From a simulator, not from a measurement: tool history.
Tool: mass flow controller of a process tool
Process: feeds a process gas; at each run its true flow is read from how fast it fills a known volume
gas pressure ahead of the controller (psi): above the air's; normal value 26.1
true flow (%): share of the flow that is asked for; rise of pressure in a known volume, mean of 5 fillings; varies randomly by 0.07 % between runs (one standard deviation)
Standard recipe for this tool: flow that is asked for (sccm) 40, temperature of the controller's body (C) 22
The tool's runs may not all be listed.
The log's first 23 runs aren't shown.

run,hour,flow that is asked for (sccm),gas pressure ahead of the controller (psi),temperature of the controller's body (C),true flow (%)
24,8975.0,22,26.1,22,98.68
25,9328.7,28,31.2,21,99.03
26,9617.0,28,31.2,21,99.01
27,10021.6,6,31.2,23,95.61
28,10239.5,6,28.6,28,96.09
29,10519.3,40,40.2,22,99.92
30,10890.5,40,40.2,22,99.91
31,11376.9,40,40.2,22,99.93
32,11701.3,40,40.2,22,99.93
33,11992.0,40,40.2,22,99.82
34,12370.1,40,27.3,24,100.23
35,12664.3,40,27.3,24,100.53
36,12999.9,40,29.4,33,101.31
# hour 13188.3: controller's zero set anew
37,13260.3,42,39.0,20,100.54

Estimate the outcome of run 38 from the log above:
38,13588.7,12,39.0,20,?

true flow (%): 98.35
Minus the tool's unlogged condition, the same run would have read true flow (%) 96.72.
